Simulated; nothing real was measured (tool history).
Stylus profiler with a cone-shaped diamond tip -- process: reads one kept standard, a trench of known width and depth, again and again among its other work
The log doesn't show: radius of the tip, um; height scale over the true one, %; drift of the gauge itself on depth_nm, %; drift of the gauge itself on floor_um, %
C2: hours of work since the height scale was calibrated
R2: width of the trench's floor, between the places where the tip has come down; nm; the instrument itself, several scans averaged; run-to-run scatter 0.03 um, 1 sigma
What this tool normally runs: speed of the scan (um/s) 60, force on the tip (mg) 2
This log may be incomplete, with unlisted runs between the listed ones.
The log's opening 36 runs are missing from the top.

run 37 hour=570 | speed_of_the_scan_(um/s)=60 force_on_the_tip_(mg)=0.86 | scans_with_this_tip=2725 C2=60 | depth_of_the_trench_(nm)=503.87 R2=96180
run 38 hour=589.2 | speed_of_the_scan_(um/s)=20 force_on_the_tip_(mg)=3.18 | scans_with_this_tip=2796 C2=69 | depth_of_the_trench_(nm)=509.54 R2=96640
run 39 hour=609.6 | speed_of_the_scan_(um/s)=20 force_on_the_tip_(mg)=0.81 | scans_with_this_tip=2871 C2=79 | depth_of_the_trench_(nm)=503.8 R2=96520
run 40 hour=621.6 | speed_of_the_scan_(um/s)=60 force_on_the_tip_(mg)=1.34 | scans_with_this_tip=2915 C2=84 | depth_of_the_trench_(nm)=505.35 R2=96290
run 41 hour=643.2 | speed_of_the_scan_(um/s)=61 force_on_the_tip_(mg)=2 | scans_with_this_tip=2995 C2=95 | depth_of_the_trench_(nm)=506.94 R2=96360
run 42 hour=658.7 | speed_of_the_scan_(um/s)=145 force_on_the_tip_(mg)=1.79 | scans_with_this_tip=3052 C2=102 | depth_of_the_trench_(nm)=506.35 R2=95800
run 43 hour=678 | speed_of_the_scan_(um/s)=145 force_on_the_tip_(mg)=1.79 | scans_with_this_tip=3122 C2=111 | depth_of_the_trench_(nm)=506.43 R2=95790
run 44 hour=698.7 | speed_of_the_scan_(um/s)=145 force_on_the_tip_(mg)=1.79 | scans_with_this_tip=3199 C2=121 | depth_of_the_trench_(nm)=506.33 R2=95730
run 45 hour=716.2 | speed_of_the_scan_(um/s)=54 force_on_the_tip_(mg)=0.78 | scans_with_this_tip=3263 C2=129 | depth_of_the_trench_(nm)=503.65 R2=96130
run 46 hour=728 | speed_of_the_scan_(um/s)=75 force_on_the_tip_(mg)=1.15 | scans_with_this_tip=3306 C2=135 | depth_of_the_trench_(nm)=504.69 R2=96090
run 47 hour=738.1 | speed_of_the_scan_(um/s)=75 force_on_the_tip_(mg)=1.15 | scans_with_this_tip=3343 C2=140 | depth_of_the_trench_(nm)=504.72 R2=96070

Here are 3 independent what-if runs from the current tool condition. What would each one return?
run A hour=750.8 | speed_of_the_scan_(um/s)=60 force_on_the_tip_(mg)=0.75 | scans_with_this_tip=3390 C2=146 | depth_of_the_trench_(nm)=? R2=?
run B hour=750.8 | speed_of_the_scan_(um/s)=60 force_on_the_tip_(mg)=1.31 | scans_with_this_tip=3390 C2=146 | depth_of_the_trench_(nm)=? R2=?
run C hour=750.8 | speed_of_the_scan_(um/s)=60 force_on_the_tip_(mg)=0.75 | scans_with_this_tip=3390 C2=146 | depth_of_the_trench_(nm)=? R2=?

run=A depth_of_the_trench_(nm)=503.47 R2=96040
run=B depth_of_the_trench_(nm)=505.11 R2=96270
run=C depth_of_the_trench_(nm)=503.38 R2=96060
Take away the tool's hidden state, keep each run's random variation, and the runs would have read:
run=A depth_of_the_trench_(nm)=503.63 R2=96400
run=B depth_of_the_trench_(nm)=505.28 R2=96630
run=C depth_of_the_trench_(nm)=503.54 R2=96410

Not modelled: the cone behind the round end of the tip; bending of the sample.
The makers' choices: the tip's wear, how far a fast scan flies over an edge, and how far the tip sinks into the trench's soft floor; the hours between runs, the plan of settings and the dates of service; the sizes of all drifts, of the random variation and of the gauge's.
